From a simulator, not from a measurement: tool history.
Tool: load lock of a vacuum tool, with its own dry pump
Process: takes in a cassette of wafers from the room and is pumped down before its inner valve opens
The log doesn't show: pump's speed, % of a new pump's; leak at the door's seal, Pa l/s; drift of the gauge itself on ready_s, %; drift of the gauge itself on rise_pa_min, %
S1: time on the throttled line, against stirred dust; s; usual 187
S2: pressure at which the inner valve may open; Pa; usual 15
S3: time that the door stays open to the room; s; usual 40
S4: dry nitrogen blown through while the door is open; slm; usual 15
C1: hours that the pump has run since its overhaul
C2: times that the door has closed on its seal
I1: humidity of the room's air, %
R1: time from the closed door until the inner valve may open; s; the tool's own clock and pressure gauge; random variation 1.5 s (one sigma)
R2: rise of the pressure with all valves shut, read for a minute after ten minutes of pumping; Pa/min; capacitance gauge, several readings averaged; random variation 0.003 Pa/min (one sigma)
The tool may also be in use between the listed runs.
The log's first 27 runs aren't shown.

run      day   S1  S2   S3  S4     C1     C2    I1     R1     R2
 28  435.146  148  18  145  12  16233  60055  42.2  225.8  0.036
 29  445.325  164  18  145   7  16477  61100  46.3  238.9  0.046
 30  459.367  197  23   71   4  16814  62542  45.3  266.9  0.039
 31  476.325  197  23   71   4  17221  64282  44.2  266.8  0.038
       484.5  -- door's seal changed, seat wiped
 32  491.992  225  13  100  25  17595    769  42.4  299.5  0.023
 33  501.483  225  13  142   7  17823   1744  46.9  298.8  0.047
 34  515.558  225  13  142   7  18161   3189  43.3  294.4  0.039
 35  526.946  225  13  174   7  18434   4358  44.2  297.7  0.056
 36  540.167  225  13  174   7  18752   5715  43.7  297.6   0.05

5 ways to go on from here, each from the tool as it stands after run 36. What would each give?
  A  549.446  187  12  64  15  18974  6668  45.2   ?   ?
  B  549.446  225  13  77  40  18974  6668  45.7   ?   ?
  C  549.446  187  15  41  13  18974  6668  43.3   ?   ?
  D  549.446  291  25  69   7  18974  6668  42.3   ?   ?
  E  549.446  106  15  30  24  18974  6668    47   ?   ?

run     R1     R2
  A  267.5  0.028
  B  295.6  0.019
  C  262.2  0.022
  D  347.7  0.027
  E  193.7  0.019
Without the tool's hidden state the same runs would have given:
run     R1     R2
  A  267.3  0.028
  B  295.4  0.019
  C    262  0.022
  D  347.5  0.027
  E  193.5  0.019

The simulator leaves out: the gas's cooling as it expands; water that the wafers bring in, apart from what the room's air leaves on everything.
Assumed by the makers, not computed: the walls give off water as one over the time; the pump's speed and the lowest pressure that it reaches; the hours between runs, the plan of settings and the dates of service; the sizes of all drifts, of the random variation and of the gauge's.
